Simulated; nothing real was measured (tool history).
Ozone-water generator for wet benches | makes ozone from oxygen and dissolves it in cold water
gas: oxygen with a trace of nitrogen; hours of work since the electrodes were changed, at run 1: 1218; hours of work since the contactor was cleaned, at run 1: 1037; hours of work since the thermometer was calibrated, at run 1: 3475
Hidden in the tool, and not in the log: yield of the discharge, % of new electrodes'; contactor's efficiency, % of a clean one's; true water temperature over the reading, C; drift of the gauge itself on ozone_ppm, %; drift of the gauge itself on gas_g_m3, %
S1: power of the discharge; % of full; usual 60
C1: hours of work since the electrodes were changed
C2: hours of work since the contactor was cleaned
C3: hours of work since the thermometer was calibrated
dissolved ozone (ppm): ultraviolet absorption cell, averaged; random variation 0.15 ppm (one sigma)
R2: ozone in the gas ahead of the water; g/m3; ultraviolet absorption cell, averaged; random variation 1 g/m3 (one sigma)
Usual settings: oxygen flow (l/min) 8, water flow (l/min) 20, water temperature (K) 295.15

Run 1, hour 0: usual settings; C1 1218; C2 1037; C3 3475. Result: dissolved ozone (ppm) 17.5, R2 177.6 g/m3.
Run 2, hour 48.2: usual settings; C1 1258; C2 1077; C3 3515. Result: dissolved ozone (ppm) 17.3, R2 179.3 g/m3.
Run 3, hour 93.1: usual settings; C1 1294; C2 1114; C3 3552. Result: dissolved ozone (ppm) 17.6, R2 177.8 g/m3.
Run 4, hour 125.1: usual settings; C1 1321; C2 1140; C3 3578. Result: dissolved ozone (ppm) 17.4, R2 177.1 g/m3.
Run 5, hour 155: usual settings; C1 1345; C2 1165; C3 3602. Result: dissolved ozone (ppm) 17.5, R2 178.2 g/m3.
Run 6, hour 208.3: usual settings; C1 1389; C2 1209; C3 3646. Result: dissolved ozone (ppm) 17.5, R2 178.5 g/m3.
Run 7, hour 238.3: usual settings; C1 1414; C2 1233; C3 3671. Result: dissolved ozone (ppm) 17.3, R2 177.7 g/m3.
Run 8, hour 268.2: usual settings; C1 1438; C2 1258; C3 3695. Result: dissolved ozone (ppm) 17.4, R2 178.6 g/m3.
Run 9, hour 296.7: usual settings but water temperature (K) 293.15; C1 1462; C2 1281; C3 3719. Result: dissolved ozone (ppm) 18.1, R2 176.2 g/m3.
Run 10, hour 332.3: usual settings but water flow (l/min) 27; C1 1491; C2 1310; C3 3748. Result: dissolved ozone (ppm) 13.5, R2 178.8 g/m3.
Run 11, hour 374.7: usual settings but water temperature (K) 288.15; C1 1526; C2 1345; C3 3783. Result: dissolved ozone (ppm) 20, R2 178.7 g/m3.
Run 12, hour 417: usual settings but water temperature (K) 288.15; C1 1561; C2 1380; C3 3818. Result: dissolved ozone (ppm) 19.8, R2 176.8 g/m3.
Run 13, hour 448.7: usual settings but water temperature (K) 288.15; C1 1587; C2 1406; C3 3844. Result: dissolved ozone (ppm) 19.6, R2 175.2 g/m3.
Run 14, hour 476.8: usual settings; C1 1610; C2 1429; C3 3867. Result: dissolved ozone (ppm) 17.4, R2 178.7 g/m3.
Run 15, hour 511.7: usual settings; C1 1638; C2 1458; C3 3896. Result: dissolved ozone (ppm) 17.3, R2 176.5 g/m3.
At hour 519.6: contactor cleaned.
Run 16, hour 554.5: usual settings; C1 1670; C2 29; C3 3927. Result: dissolved ozone (ppm) 16.8, R2 175.8 g/m3.
Run 17, hour 604.9: usual settings but S1 43 % of full, oxygen flow (l/min) 4.32, water flow (l/min) 13, water temperature (K) 292.15; C1 1712; C2 70; C3 3969. Result: dissolved ozone (ppm) 20.6, R2 188.8 g/m3.
Run 18, hour 659.2: usual settings but S1 54 % of full, oxygen flow (l/min) 4.03, water flow (l/min) 30, water temperature (K) 297.15; C1 1756; C2 115; C3 4013. Result: dissolved ozone (ppm) 10.3, R2 232.5 g/m3.
Run 19, hour 690.9: usual settings but S1 52 % of full, oxygen flow (l/min) 13.24, water flow (l/min) 17, water temperature (K) 291.15; C1 1782; C2 141; C3 4039. Result: dissolved ozone (ppm) 16.8, R2 119 g/m3.
Run 20, hour 723.6: usual settings but S1 63 % of full, water temperature (K) 288.15; C1 1809; C2 168; C3 4066. Result: dissolved ozone (ppm) 19.8, R2 184.1 g/m3.
At hour 734.5: water thermometer calibrated.
Run 21, hour 757.9: usual settings but S1 63 % of full, water temperature (K) 288.15; C1 1837; C2 195; C3 19. Result: dissolved ozone (ppm) 20.5, R2 180.3 g/m3.
Run 22, hour 810.8: usual settings but S1 51 % of full, oxygen flow (l/min) 10.48, water flow (l/min) 15, water temperature (K) 292.15; C1 1880; C2 239; C3 63. Result: dissolved ozone (ppm) 18.8, R2 132.8 g/m3.
At hour 819.2: contactor cleaned, once more.
Run 23, hour 865.3: usual settings but S1 51 % of full, oxygen flow (l/min) 4.12, water flow (l/min) 15, water temperature (K) 292.15; C1 1922; C2 38; C3 104. Result: dissolved ozone (ppm) 21.4, R2 219.3 g/m3.
Run 24, hour 910.4: usual settings but S1 56 % of full, water flow (l/min) 15, water temperature (K) 301.15; C1 1959; C2 75; C3 141. Result: dissolved ozone (ppm) 18.3, R2 165.8 g/m3.
Run 25, hour 932.8: usual settings but S1 56 % of full, water flow (l/min) 15, water temperature (K) 301.15; C1 1977; C2 93; C3 160. Result: dissolved ozone (ppm) 18.2, R2 165.6 g/m3.
Run 26, hour 974.1: usual settings but S1 56 % of full, water flow (l/min) 15, water temperature (K) 301.15; C1 2011; C2 127; C3 194. Result: dissolved ozone (ppm) 18, R2 165.3 g/m3.
Run 27, hour 1006.1: usual settings but S1 51 % of full, water flow (l/min) 29; C1 2037; C2 153; C3 220. Result: dissolved ozone (ppm) 10.9, R2 154.1 g/m3.
Run 28, hour 1058.6: usual settings but S1 51 % of full, water flow (l/min) 29; C1 2081; C2 197; C3 263. Result: dissolved ozone (ppm) 10.8, R2 151.2 g/m3.
Run 29, hour 1080.9: usual settings but S1 46 % of full, oxygen flow (l/min) 6.22, water flow (l/min) 29, water temperature (K) 294.15; C1 2099; C2 215; C3 281. Result: dissolved ozone (ppm) 10.2, R2 160.8 g/m3.
Run 30, hour 1124.6: usual settings but S1 82 % of full, oxygen flow (l/min) 8.96, water flow (l/min) 22, water temperature (K) 291.15; C1 2135; C2 251; C3 317. Result: dissolved ozone (ppm) 22.1, R2 215 g/m3.
Run 31, hour 1171.5: usual settings but S1 82 % of full, oxygen flow (l/min) 8.96, water flow (l/min) 22, water temperature (K) 291.15; C1 2173; C2 289; C3 356. Result: dissolved ozone (ppm) 22.1, R2 213.1 g/m3.
Run 32, hour 1201.1: usual settings but S1 43 % of full, water flow (l/min) 12; C1 2198; C2 314; C3 380. Result: dissolved ozone (ppm) 19.3, R2 131.5 g/m3.

Some steps in dissolved ozone (ppm) between neighbouring runs. How much of each would the tool show without its hidden state too (settings, what came in, random variation), and how much is left for the hidden state, with any gauge scatter that isn't in both results?
Run 17 -> 18: S1 43 -> 54, oxygen flow (l/min) 4.32 -> 4.03, water flow (l/min) 13 -> 30, water temperature (K) 292.15 -> 297.15. dissolved ozone (ppm) -10.3: hidden state +0.4, all else -10.7.
Run 26 -> 27: S1 56 -> 51, water flow (l/min) 15 -> 29, water temperature (K) 301.15 -> 295.15. dissolved ozone (ppm) -7.1: hidden state +0.3, all else -7.4.
Run 29 -> 30: S1 46 -> 82, oxygen flow (l/min) 6.22 -> 8.96, water flow (l/min) 29 -> 22, water temperature (K) 294.15 -> 291.15. dissolved ozone (ppm) +11.9: hidden state -0.8, all else +12.7.
Run 31 -> 32: S1 82 -> 43, oxygen flow (l/min) 8.96 -> 8, water flow (l/min) 22 -> 12, water temperature (K) 291.15 -> 295.15. dissolved ozone (ppm) -2.8: hidden state +0.7, all else -3.5.
